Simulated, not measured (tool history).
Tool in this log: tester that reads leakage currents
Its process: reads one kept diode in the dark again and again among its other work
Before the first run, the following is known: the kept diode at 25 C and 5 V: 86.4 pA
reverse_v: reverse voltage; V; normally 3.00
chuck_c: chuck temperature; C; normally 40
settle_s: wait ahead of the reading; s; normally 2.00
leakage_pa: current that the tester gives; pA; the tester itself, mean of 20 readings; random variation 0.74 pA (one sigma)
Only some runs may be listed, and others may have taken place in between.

{"run": 1, "day": 0.0, "reverse_v": 3.0, "chuck_c": 40, "settle_s": 2.0, "leakage_pa": 243.76}
{"run": 2, "day": 3.338, "reverse_v": 3.0, "chuck_c": 35, "settle_s": 2.0, "leakage_pa": 162.72}
{"run": 3, "day": 9.588, "reverse_v": 3.0, "chuck_c": 35, "settle_s": 2.0, "leakage_pa": 163.32}
{"run": 4, "day": 15.196, "reverse_v": 3.0, "chuck_c": 35, "settle_s": 2.0, "leakage_pa": 163.46}
{"run": 5, "day": 18.388, "reverse_v": 3.0, "chuck_c": 35, "settle_s": 2.0, "leakage_pa": 163.65}
{"run": 6, "day": 24.071, "reverse_v": 3.0, "chuck_c": 40, "settle_s": 2.0, "leakage_pa": 246.33}
{"run": 7, "day": 27.733, "reverse_v": 3.0, "chuck_c": 40, "settle_s": 0.79, "leakage_pa": 244.48}
{"run": 8, "day": 32.438, "reverse_v": 3.0, "chuck_c": 40, "settle_s": 0.79, "leakage_pa": 245.32}
{"run": 9, "day": 36.742, "reverse_v": 1.13, "chuck_c": 40, "settle_s": 2.0, "leakage_pa": 161.48}
{"run": 10, "day": 40.396, "reverse_v": 1.13, "chuck_c": 40, "settle_s": 2.0, "leakage_pa": 161.11}
{"run": 11, "day": 44.896, "reverse_v": 3.0, "chuck_c": 54, "settle_s": 2.0, "leakage_pa": 715.62}
{"run": 12, "day": 49.854, "reverse_v": 3.0, "chuck_c": 54, "settle_s": 2.0, "leakage_pa": 717.74}
{"run": 13, "day": 53.625, "reverse_v": 15.31, "chuck_c": 28, "settle_s": 2.0, "leakage_pa": 182.18}
{"run": 14, "day": 56.588, "reverse_v": 5.23, "chuck_c": 40, "settle_s": 1.35, "leakage_pa": 312.33}
{"run": 15, "day": 59.85, "reverse_v": 7.46, "chuck_c": 34, "settle_s": 1.35, "leakage_pa": 223.47}
{"run": 16, "day": 63.817, "reverse_v": 2.68, "chuck_c": 32, "settle_s": 2.0, "leakage_pa": 121.77}
{"run": 17, "day": 67.038, "reverse_v": 3.0, "chuck_c": 27, "settle_s": 0.57, "leakage_pa": 83.21}
{"run": 18, "day": 72.208, "reverse_v": 3.0, "chuck_c": 48, "settle_s": 2.0, "leakage_pa": 459.21}
{"run": 19, "day": 74.996, "reverse_v": 17.08, "chuck_c": 33, "settle_s": 0.33, "leakage_pa": 293.97}
{"run": 20, "day": 78.829, "reverse_v": 1.09, "chuck_c": 40, "settle_s": 0.9, "leakage_pa": 159.35}
{"run": 21, "day": 85.15, "reverse_v": 3.0, "chuck_c": 40, "settle_s": 3.52, "leakage_pa": 244.42}
{"run": 22, "day": 88.871, "reverse_v": 3.0, "chuck_c": 40, "settle_s": 3.52, "leakage_pa": 245.08}
{"run": 23, "day": 91.696, "reverse_v": 2.57, "chuck_c": 21, "settle_s": 9.31, "leakage_pa": 45.15}

The log once held 2 entries between its listed runs, left out of this copy. Where does each go, and what is different about the tool's unlogged condition between the listed run before it and the listed run after it?
Run 15 -> run 16: chuck's temperature calibrated (day 62.046)
  true chuck temperature over the reading, C: -0.02 -> 0
Run 17 -> run 18: probe card cleaned and baked (day 70.821)
  stray current of the dirty probe card, pA a volt: 0.049 -> 0.02
